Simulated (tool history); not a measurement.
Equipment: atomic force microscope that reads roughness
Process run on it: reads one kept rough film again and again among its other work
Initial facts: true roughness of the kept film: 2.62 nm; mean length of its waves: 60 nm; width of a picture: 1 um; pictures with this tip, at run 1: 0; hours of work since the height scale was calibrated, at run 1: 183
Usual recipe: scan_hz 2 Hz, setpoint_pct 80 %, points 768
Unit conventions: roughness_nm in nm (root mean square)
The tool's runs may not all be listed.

| run | hour | scan_hz | setpoint_pct | points | pictures with this tip | hours of work since the height scale was calibrated | roughness_nm |
|---|---|---|---|---|---|---|---|
| 1 | 0 | 2 | 80 | 768 | 0 | 183 | 2.093 |
| 2 | 11.2 | 2 | 80 | 768 | 17 | 190 | 2.082 |
| 3 | 16.6 | 2 | 80 | 638 | 25 | 193 | 2.07 |
| 4 | 22.3 | 2 | 61 | 768 | 34 | 196 | 2.392 |
| 5 | 29.8 | 2 | 61 | 768 | 46 | 201 | 2.385 |
| 6 | 39.6 | 2 | 61 | 768 | 61 | 207 | 2.363 |
| 7 | 46.3 | 2 | 77 | 768 | 71 | 211 | 2.137 |
| 8 | 52.5 | 2 | 77 | 768 | 80 | 214 | 2.144 |
| 9 | 60.3 | 2.52 | 80 | 768 | 92 | 219 | 1.985 |
| 10 | 65.5 | 2.52 | 80 | 768 | 101 | 222 | 1.974 |
| 11 | 72 | 2 | 80 | 768 | 111 | 226 | 2.086 |
| 12 | 78 | 2 | 80 | 306 | 120 | 230 | 2.075 |
| 13 | 84 | 2 | 80 | 476 | 129 | 233 | 2.075 |
| 14 | 92.4 | 2 | 80 | 476 | 142 | 238 | 2.073 |
| 15 | 99.8 | 2 | 80 | 476 | 153 | 243 | 2.07 |
| 16 | 107.6 | 2 | 80 | 476 | 165 | 247 | 2.066 |
| 17 | 117.2 | 2 | 80 | 768 | 180 | 253 | 2.073 |
| 18 | 124.6 | 2 | 80 | 502 | 191 | 257 | 2.093 |
| 19 | 134.4 | 2 | 80 | 768 | 206 | 263 | 2.096 |
| 20 | 140.4 | 2 | 80 | 282 | 216 | 267 | 2.085 |
| 21 | 147.3 | 2 | 80 | 282 | 226 | 271 | 2.091 |
| 22 | 156.6 | 2 | 80 | 282 | 240 | 277 | 2.074 |
| 23 | 164.5 | 2 | 84 | 282 | 253 | 281 | 1.978 |
|  | 169.2 | new tip fitted |
| 24 | 175.1 | 2 | 84 | 282 | 9 | 287 | 1.985 |
| 25 | 183.9 | 2.51 | 73 | 768 | 23 | 293 | 2.14 |
| 26 | 194.6 | 2.51 | 73 | 768 | 39 | 299 | 2.144 |
| 27 | 200.2 | 1.54 | 56 | 278 | 48 | 302 | 2.446 |
| 28 | 209.8 | 2.27 | 82 | 329 | 63 | 308 | 1.998 |
| 29 | 217.5 | 2.27 | 82 | 329 | 74 | 313 | 1.988 |
| 30 | 222.6 | 1.51 | 73 | 341 | 82 | 316 | 2.308 |
| 31 | 233.9 | 1.51 | 73 | 341 | 100 | 322 | 2.268 |
| 32 | 240 | 1.51 | 73 | 341 | 109 | 326 | 2.292 |
| 33 | 245.9 | 1.51 | 73 | 341 | 118 | 330 | 2.278 |
| 34 | 254.9 | 2.42 | 59 | 340 | 132 | 335 | 2.355 |
| 35 | 262 | 2.34 | 86 | 485 | 143 | 339 | 1.883 |
| 36 | 268.5 | 2 | 58 | 489 | 153 | 343 | 2.407 |
| 37 | 275.2 | 1.49 | 79 | 901 | 163 | 347 | 2.203 |
| 38 | 284.6 | 2 | 88 | 768 | 178 | 353 | 1.925 |
| 39 | 292.8 | 2 | 88 | 768 | 190 | 358 | 1.917 |
| 40 | 298.1 | 2 | 85 | 768 | 198 | 361 | 1.992 |
| 41 | 308.6 | 2 | 68 | 768 | 214 | 367 | 2.299 |
| 42 | 316.2 | 2 | 74 | 768 | 226 | 371 | 2.201 |

For run 43, what comes out?
| 43 | 324.9 | 0.85 | 85 | 405 | 239 | 377 | ? |

{"run 43": {"roughness_nm": 2.269}}
Were there no unlogged condition in the tool, this run, its random variation unchanged, would have produced roughness_nm 2.273 nm (root mean square).
